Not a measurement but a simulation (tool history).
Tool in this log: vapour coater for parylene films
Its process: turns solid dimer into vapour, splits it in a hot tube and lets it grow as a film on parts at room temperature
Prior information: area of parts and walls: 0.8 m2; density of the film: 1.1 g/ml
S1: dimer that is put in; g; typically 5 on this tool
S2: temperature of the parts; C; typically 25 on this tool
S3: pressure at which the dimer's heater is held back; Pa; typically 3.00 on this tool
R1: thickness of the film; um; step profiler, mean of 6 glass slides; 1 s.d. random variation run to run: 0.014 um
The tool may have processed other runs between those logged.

| run | hour | S1 | S2 | S3 | R1 |
|---|---|---|---|---|---|
| 1 | 0.0 | 5 | 25 | 3.00 | 2.89 |
| 2 | 14.2 | 5 | 25 | 3.00 | 2.87 |
| 3 | 29.7 | 5 | 25 | 3.00 | 2.86 |
| 4 | 46.8 | 5 | 25 | 3.00 | 2.84 |
| 5 | 63.2 | 5 | 25 | 3.00 | 2.86 |
| 6 | 77.4 | 5 | 25 | 3.00 | 2.86 |
| 7 | 101.9 | 5 | 25 | 10.26 | 2.61 |
| 8 | 121.2 | 5 | 25 | 10.26 | 2.59 |
| 9 | 142.4 | 5 | 25 | 10.26 | 2.60 |
| 10 | 160.2 | 5 | 25 | 10.26 | 2.58 |
| 11 | 182.4 | 5 | 25 | 10.26 | 2.57 |
| 12 | 206.8 | 6 | 25 | 3.00 | 3.40 |
| 13 | 224.8 | 6 | 25 | 3.00 | 3.38 |
| 14 | 243.5 | 6 | 25 | 2.01 | 3.51 |
| 15 | 257.1 | 6 | 25 | 2.01 | 3.49 |
| 16 | 269.5 | 6 | 25 | 2.01 | 3.48 |
| 17 | 282.3 | 6 | 25 | 2.27 | 3.43 |
| 18 | 305.7 | 5 | 25 | 3.29 | 2.78 |
| 19 | 317.2 | 5 | 25 | 3.29 | 2.79 |
| 20 | 341.4 | 5 | 25 | 3.29 | 2.77 |
| 21 | 360.9 | 5 | 31 | 11.56 | 2.14 |
| 22 | 387.5 | 6 | 25 | 6.58 | 3.15 |
|  | 389.9 | table's thermometer calibrated |
| 23 | 410.8 | 3 | 25 | 2.05 | 1.73 |
| 24 | 427.9 | 5 | 30 | 3.95 | 2.39 |
|  | 446.3 | trap's valve overhauled |
| 25 | 451.9 | 5 | 30 | 9.49 | 2.34 |
| 26 | 467.9 | 8 | 37 | 10.20 | 3.11 |
| 27 | 482.0 | 8 | 37 | 10.20 | 3.12 |
| 28 | 495.9 | 4 | 29 | 4.54 | 2.08 |
| 29 | 513.9 | 4 | 29 | 4.54 | 2.04 |
|  | 524.4 | table's thermometer calibrated, once more |
| 30 | 527.7 | 5 | 24 | 3.59 | 2.91 |
| 31 | 548.6 | 3 | 29 | 4.57 | 1.51 |
| 32 | 562.6 | 7 | 22 | 2.46 | 4.41 |

Measured less the same run without the tool's hidden state. The same run-to-run variation is in both; the gauge's scatter may not be:
Unlogged tool condition in this case: vapour lost through the trap's worn valve, %; true temperature of the parts over the reading, C; drift of the gauge itself on film_um, %.
| run | R1 |
|---|---|
| 1 | -0.05 |
| 2 | -0.05 |
| 3 | -0.05 |
| 4 | -0.06 |
| 5 | -0.06 |
| 6 | -0.07 |
| 7 | -0.06 |
| 8 | -0.07 |
| 9 | -0.07 |
| 10 | -0.07 |
| 11 | -0.08 |
| 12 | -0.11 |
| 13 | -0.12 |
| 14 | -0.12 |
| 15 | -0.13 |
| 16 | -0.13 |
| 17 | -0.13 |
| 18 | -0.11 |
| 19 | -0.12 |
| 20 | -0.12 |
| 21 | -0.09 |
| 22 | -0.15 |
| 23 | -0.07 |
| 24 | -0.11 |
| 25 | +0.03 |
| 26 | +0.03 |
| 27 | +0.03 |
| 28 | +0.02 |
| 29 | +0.02 |
| 30 | -0.04 |
| 31 | -0.02 |
| 32 | -0.07 |

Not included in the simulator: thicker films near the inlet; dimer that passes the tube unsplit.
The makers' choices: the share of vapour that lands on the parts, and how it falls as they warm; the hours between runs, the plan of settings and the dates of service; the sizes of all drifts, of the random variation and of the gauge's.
